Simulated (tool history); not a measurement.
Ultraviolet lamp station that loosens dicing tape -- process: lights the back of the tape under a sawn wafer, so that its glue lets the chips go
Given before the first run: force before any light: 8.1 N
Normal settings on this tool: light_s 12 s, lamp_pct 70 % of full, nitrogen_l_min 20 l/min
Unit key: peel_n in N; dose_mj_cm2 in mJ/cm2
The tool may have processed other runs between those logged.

run	hour	light_s	lamp_pct	nitrogen_l_min	peel_n	dose_mj_cm2
1	0.0	12	70	20	0.591	299
2	40.3	12	70	20	0.590	293
3	85.9	12	69	20	0.644	292
4	131.5	22	70	20	0.257	530
5	160.3	22	70	20	0.267	524
6	198.8	12	70	20	0.633	288
7	219.1	12	70	20	0.621	282
8	239.5	12	70	20	0.634	282
9	273.8	12	70	35	0.543	279
10	316.0	12	70	35	0.527	279
11	336.9	7	70	35	1.376	162
12	363.0	7	70	35	1.463	161
13	397.2	12	70	20	0.678	272
14	417.2	12	70	20	0.686	270
15	456.3	12	87	20	0.462	334
16	476.8	12	87	20	0.469	332
17	511.8	12	70	20	0.718	265
18	534.9	12	70	20	0.756	261
19	569.7	12	70	20	0.754	259
20	606.0	7	84	19	1.459	185
# hour 611.2: lamp changed
21	634.8	11	70	37	0.416	322
22	659.1	12	82	18	0.340	407
23	701.8	22	75	39	0.235	668
# hour 706.2: window cleaned of glue's vapour
24	737.6	13	70	20	0.410	355
25	772.4	8	61	10	1.738	191
26	797.7	8	61	10	1.721	188
27	824.1	8	61	10	1.750	191
28	855.4	8	61	10	1.831	192
29	881.2	8	61	10	1.813	185
30	916.9	12	70	35	0.415	317
# hour 962.6: window cleaned of glue's vapour, once more
31	962.6	12	70	12	0.548	346
32	1008.0	12	70	12	0.560	343
33	1045.3	13	83	11	0.368	442
34	1080.2	6	93	20	0.950	230
35	1101.5	6	93	20	0.991	229

Some steps in peel_n between neighbouring runs. How much of each would the tool show without its hidden state too (settings, what came in, random variation), and how much is left for the hidden state, with any gauge scatter that isn't in both results?
Hidden state present: lamp's light, % of a new lamp's; light that the window lets through, % of a clean one's; drift of the gauge itself on peel_n, %; drift of the gauge itself on dose_mj_cm2, %.
Run 10 -> 11: light_s 12 -> 7. peel_n +0.849 N: hidden state +0.353, all else +0.496.
Run 19 -> 20: light_s 12 -> 7, lamp_pct 70 -> 84, nitrogen_l_min 20 -> 19. peel_n +0.705 N: hidden state +0.330, all else +0.375.
Run 20 -> 21: light_s 7 -> 11, lamp_pct 84 -> 70, nitrogen_l_min 19 -> 37, lamp changed. peel_n -1.043 N: hidden state -0.650, all else -0.393.
Run 24 -> 25: light_s 13 -> 8, lamp_pct 70 -> 61, nitrogen_l_min 20 -> 10. peel_n +1.328 N: hidden state +0.223, all else +1.105.
Run 29 -> 30: light_s 8 -> 12, lamp_pct 61 -> 70, nitrogen_l_min 10 -> 35. peel_n -1.398 N: hidden state -0.263, all else -1.135.

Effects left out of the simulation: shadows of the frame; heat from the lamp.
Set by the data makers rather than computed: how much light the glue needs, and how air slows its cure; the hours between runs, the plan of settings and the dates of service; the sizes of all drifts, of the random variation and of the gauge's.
